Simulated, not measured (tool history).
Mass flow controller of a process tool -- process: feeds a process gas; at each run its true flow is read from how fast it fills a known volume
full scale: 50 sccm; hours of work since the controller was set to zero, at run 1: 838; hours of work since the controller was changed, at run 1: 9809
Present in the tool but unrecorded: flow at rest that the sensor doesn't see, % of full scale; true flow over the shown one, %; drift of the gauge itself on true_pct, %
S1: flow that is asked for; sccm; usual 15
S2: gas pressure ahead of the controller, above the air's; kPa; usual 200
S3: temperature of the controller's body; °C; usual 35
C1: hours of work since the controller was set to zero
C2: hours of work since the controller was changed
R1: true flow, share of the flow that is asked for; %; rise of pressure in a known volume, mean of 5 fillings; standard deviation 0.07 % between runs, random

run 1 hour=0 | S1=15 S2=200 S3=35 | C1=838 C2=9809 | R1=98.24
run 2 hour=232.5 | S1=15 S2=200 S3=35 | C1=981 C2=9951 | R1=98.18
run 3 hour=552.5 | S1=15 S2=200 S3=35 | C1=1177 C2=10147 | R1=98.09
run 4 hour=778.9 | S1=15 S2=200 S3=35 | C1=1315 C2=10286 | R1=97.97
run 5 hour=1081.9 | S1=15 S2=200 S3=33 | C1=1501 C2=10471 | R1=98.13
run 6 hour=1280.2 | S1=15 S2=167 S3=35 | C1=1622 C2=10593 | R1=98.35
run 7 hour=1550.5 | S1=15 S2=167 S3=35 | C1=1788 C2=10758 | R1=98.04
run 8 hour=1952.4 | S1=48 S2=200 S3=35 | C1=2034 C2=11004 | R1=98.7
run 9 hour=2212.6 | S1=15 S2=200 S3=35 | C1=2193 C2=11164 | R1=97.93
run 10 hour=2458.7 | S1=31 S2=200 S3=35 | C1=2344 C2=11314 | R1=98.21
run 11 hour=2857.2 | S1=15 S2=200 S3=35 | C1=2588 C2=11558 | R1=97.64
run 12 hour=3027.2 | S1=15 S2=200 S3=35 | C1=2692 C2=11663 | R1=97.71
run 13 hour=3278.3 | S1=15 S2=200 S3=35 | C1=2846 C2=11816 | R1=97.55
run 14 hour=3538.8 | S1=15 S2=200 S3=23 | C1=3005 C2=11976 | R1=98.54
run 15 hour=3883.8 | S1=15 S2=200 S3=23 | C1=3216 C2=12187 | R1=98.46
run 16 hour=4112.3 | S1=15 S2=150 S3=35 | C1=3356 C2=12327 | R1=97.91
run 17 hour=4497.2 | S1=15 S2=150 S3=35 | C1=3592 C2=12563 | R1=97.73
-- hour=4739.8 controller exchanged for a calibrated one
run 18 hour=4888.1 | S1=15 S2=150 S3=35 | C1=91 C2=91 | R1=97.65
run 19 hour=5090.1 | S1=15 S2=200 S3=35 | C1=215 C2=215 | R1=97.21
run 20 hour=5358 | S1=18 S2=200 S3=35 | C1=378 C2=378 | R1=97.26
run 21 hour=5619.1 | S1=10 S2=153 S3=26 | C1=538 C2=538 | R1=98.19
run 22 hour=5897.1 | S1=10 S2=153 S3=26 | C1=709 C2=709 | R1=98.18
run 23 hour=6258.9 | S1=10 S2=153 S3=26 | C1=930 C2=930 | R1=98.01
run 24 hour=6489.1 | S1=10 S2=153 S3=26 | C1=1071 C2=1071 | R1=98.05
run 25 hour=6837.9 | S1=10 S2=153 S3=26 | C1=1285 C2=1285 | R1=98
-- hour=6921.6 gauge calibrated
run 26 hour=7097.4 | S1=40 S2=200 S3=24 | C1=1444 C2=1444 | R1=99.84
run 27 hour=7479.2 | S1=40 S2=200 S3=24 | C1=1677 C2=1677 | R1=99.69
run 28 hour=7778.4 | S1=40 S2=200 S3=24 | C1=1861 C2=1861 | R1=99.66
run 29 hour=8158 | S1=40 S2=200 S3=22 | C1=2093 C2=2093 | R1=99.75
run 30 hour=8478.4 | S1=32 S2=243 S3=37 | C1=2289 C2=2289 | R1=97.92
run 31 hour=8750.9 | S1=11 S2=179 S3=35 | C1=2456 C2=2456 | R1=97.94
run 32 hour=9067.7 | S1=44 S2=205 S3=27 | C1=2650 C2=2650 | R1=99.23
run 33 hour=9365.4 | S1=22 S2=223 S3=22 | C1=2832 C2=2832 | R1=98.88
run 34 hour=9648.4 | S1=22 S2=223 S3=22 | C1=3005 C2=3005 | R1=98.85
run 35 hour=9817.7 | S1=6 S2=148 S3=26 | C1=3109 C2=3109 | R1=98.61
run 36 hour=10225.3 | S1=6 S2=148 S3=26 | C1=3359 C2=3359 | R1=98.49
run 37 hour=10444.4 | S1=18 S2=227 S3=22 | C1=3493 C2=3493 | R1=98.62
run 38 hour=10640.2 | S1=18 S2=227 S3=22 | C1=3613 C2=3613 | R1=98.52

Alternative continuations, all from the tool just after run 38; predict every row:
run A hour=10899.8 | S1=20 S2=200 S3=35 | C1=3772 C2=3772 | R1=?
run B hour=10899.8 | S1=18 S2=268 S3=22 | C1=3772 C2=3772 | R1=?
run C hour=10899.8 | S1=22 S2=227 S3=22 | C1=3772 C2=3772 | R1=?

run=A R1=97.53
run=B R1=98.06
run=C R1=98.6
With the hidden condition removed and each run's random variation left untouched, the same runs would have given:
run=A R1=98.26
run=B R1=98.79
run=C R1=99.34

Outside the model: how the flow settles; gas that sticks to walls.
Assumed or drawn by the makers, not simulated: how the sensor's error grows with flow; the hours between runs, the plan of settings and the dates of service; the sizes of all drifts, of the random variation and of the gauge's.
